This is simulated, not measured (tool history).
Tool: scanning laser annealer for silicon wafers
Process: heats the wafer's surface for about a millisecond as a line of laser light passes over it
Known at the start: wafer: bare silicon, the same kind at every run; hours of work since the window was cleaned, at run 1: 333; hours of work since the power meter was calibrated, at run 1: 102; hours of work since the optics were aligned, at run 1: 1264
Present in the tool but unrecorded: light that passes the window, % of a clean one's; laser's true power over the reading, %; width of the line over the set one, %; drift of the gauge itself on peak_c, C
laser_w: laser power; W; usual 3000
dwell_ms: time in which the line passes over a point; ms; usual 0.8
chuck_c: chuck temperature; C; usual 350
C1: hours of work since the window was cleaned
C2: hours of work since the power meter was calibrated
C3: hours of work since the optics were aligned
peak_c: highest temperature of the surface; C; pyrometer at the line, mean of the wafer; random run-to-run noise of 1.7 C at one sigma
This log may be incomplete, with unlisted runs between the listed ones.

Run 1, day 0: usual settings; C1 333; C2 102; C3 1264. Result: peak_c 1112 C.
Run 2, day 0.462: usual settings; C1 338; C2 108; C3 1269. Result: peak_c 1111 C.
Run 3, day 0.846: usual settings; C1 343; C2 112; C3 1274. Result: peak_c 1111 C.
Run 4, day 1.192: usual settings; C1 347; C2 116; C3 1278. Result: peak_c 1108 C.
Run 5, day 1.783: usual settings; C1 353; C2 123; C3 1284. Result: peak_c 1111 C.
Run 6, day 2.05: usual settings; C1 356; C2 126; C3 1287. Result: peak_c 1106 C.
Run 7, day 2.371: usual settings; C1 360; C2 130; C3 1291. Result: peak_c 1110 C.
Run 8, day 2.867: usual settings; C1 366; C2 135; C3 1297. Result: peak_c 1108 C.
Run 9, day 3.246: usual settings but chuck_c 332 C; C1 370; C2 140; C3 1301. Result: peak_c 1089 C.
Run 10, day 3.738: usual settings but chuck_c 332 C; C1 376; C2 145; C3 1307. Result: peak_c 1091 C.
At day 3.85: window over the wafer cleaned.
Run 11, day 4.162: usual settings but chuck_c 332 C; C1 4; C2 149; C3 1311. Result: peak_c 1079 C.
Run 12, day 4.654: usual settings but laser_w 2603 W, chuck_c 332 C; C1 9; C2 155; C3 1316. Result: peak_c 967 C.
Run 13, day 5.108: usual settings but laser_w 2603 W, chuck_c 332 C; C1 14; C2 160; C3 1321. Result: peak_c 963 C.
Run 14, day 5.638: usual settings but laser_w 3197 W, dwell_ms 0.826 ms; C1 20; C2 166; C3 1327. Result: peak_c 1164 C.
Run 15, day 6.221: usual settings but laser_w 3216 W, chuck_c 337 C; C1 27; C2 173; C3 1334. Result: peak_c 1142 C.
At day 6.412: window over the wafer cleaned, once more.
Run 16, day 6.592: usual settings but dwell_ms 0.728 ms; C1 2; C2 176; C3 1337. Result: peak_c 1088 C.
Run 17, day 6.917: usual settings but dwell_ms 0.728 ms; C1 6; C2 180; C3 1341. Result: peak_c 1088 C.
Run 18, day 7.517: usual settings but dwell_ms 0.728 ms, chuck_c 373 C; C1 13; C2 187; C3 1348. Result: peak_c 1110 C.
Run 19, day 7.846: usual settings but laser_w 2743 W, dwell_ms 0.739 ms, chuck_c 373 C; C1 16; C2 190; C3 1352. Result: peak_c 1046 C.
Run 20, day 8.208: usual settings but laser_w 2570 W, dwell_ms 0.666 ms, chuck_c 374 C; C1 21; C2 195; C3 1356. Result: peak_c 961 C.
Run 21, day 8.575: usual settings but laser_w 2965 W, dwell_ms 0.976 ms, chuck_c 324 C; C1 25; C2 199; C3 1360. Result: peak_c 1164 C.
Run 22, day 8.929: usual settings but laser_w 3135 W, dwell_ms 0.976 ms, chuck_c 324 C; C1 29; C2 203; C3 1364. Result: peak_c 1222 C.
Run 23, day 9.496: usual settings but laser_w 3135 W, dwell_ms 0.577 ms, chuck_c 360 C; C1 35; C2 209; C3 1371. Result: peak_c 1048 C.

3 ways to go on from here, each from the tool as it stands after run 23. What would each give?
Run A, day 9.779: usual settings but laser_w 3001 W, dwell_ms 0.811 ms, chuck_c 382 C; C1 39; C2 213; C3 1374. Result: peak_c ?.
Run B, day 9.779: usual settings but laser_w 3135 W, dwell_ms 0.577 ms, chuck_c 368 C; C1 39; C2 213; C3 1374. Result: peak_c ?.
Run C, day 9.779: usual settings but laser_w 2707 W, dwell_ms 0.988 ms, chuck_c 375 C; C1 39; C2 213; C3 1374. Result: peak_c ?.

run  peak_c
  A    1161
  B    1055
  C    1138
Take away the tool's hidden state, keep each run's random variation, and the runs would have read:
run  peak_c
  A    1180
  B    1073
  C    1157
